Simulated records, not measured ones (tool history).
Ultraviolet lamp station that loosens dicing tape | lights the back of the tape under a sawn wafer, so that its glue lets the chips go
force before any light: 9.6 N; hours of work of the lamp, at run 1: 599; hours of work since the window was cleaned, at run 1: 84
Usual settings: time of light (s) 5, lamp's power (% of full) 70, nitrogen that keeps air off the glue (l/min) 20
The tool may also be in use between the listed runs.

run,hour,time of light (s),lamp's power (% of full),nitrogen that keeps air off the glue (l/min),hours of work of the lamp,hours of work since the window was cleaned,force that peels the tape off (N),light that reached the tape (mJ/cm2)
1,0,5,70,20,599,84,1.158,502
2,17.6,5,70,20,609,94,1.181,503
3,36.7,5,70,6,621,106,2.408,496
4,62.6,5,70,6,636,121,2.458,502
5,81.1,9,70,6,648,133,0.914,909
6,104,9,70,6,661,146,0.956,903
7,124,9,70,6,673,158,0.94,901
8,136.2,9,89,6,681,166,0.557,1141
9,157.6,9,89,6,694,179,0.561,1145
10,173.6,9,89,6,703,188,0.552,1138
11,194.7,5,70,20,716,201,1.17,502
12,207.1,5,70,20,723,208,1.175,495
13,219.1,5,70,20,730,215,1.154,501
14,234.4,5,70,20,740,225,1.168,501
15,259,5,70,28,754,239,0.92,498
16,272.7,5,67,20,763,248,1.295,478
17,294.7,5,66,20,776,261,1.273,473
18,317.8,5,66,9,790,275,2.073,472
19,343.6,3,76,8,805,290,3.465,323
20,361.6,2,61,8,816,301,5.562,175
21,377.6,3,60,17,826,311,3.336,259
22,400.5,6,60,17,840,324,1.239,512
23,418.4,6,83,9,850,335,1.021,707
24,438.2,8,70,15,862,347,0.569,802
25,458.9,4,70,17,875,360,1.836,401

Forecast run 26:
26,479.4,4,70,17,887,372,?,?

force that peels the tape off (N): 1.871
light that reached the tape (mJ/cm2): 399
Without the tool's hidden state the same run would have given force that peels the tape off (N) 1.859, light that reached the tape (mJ/cm2) 401.

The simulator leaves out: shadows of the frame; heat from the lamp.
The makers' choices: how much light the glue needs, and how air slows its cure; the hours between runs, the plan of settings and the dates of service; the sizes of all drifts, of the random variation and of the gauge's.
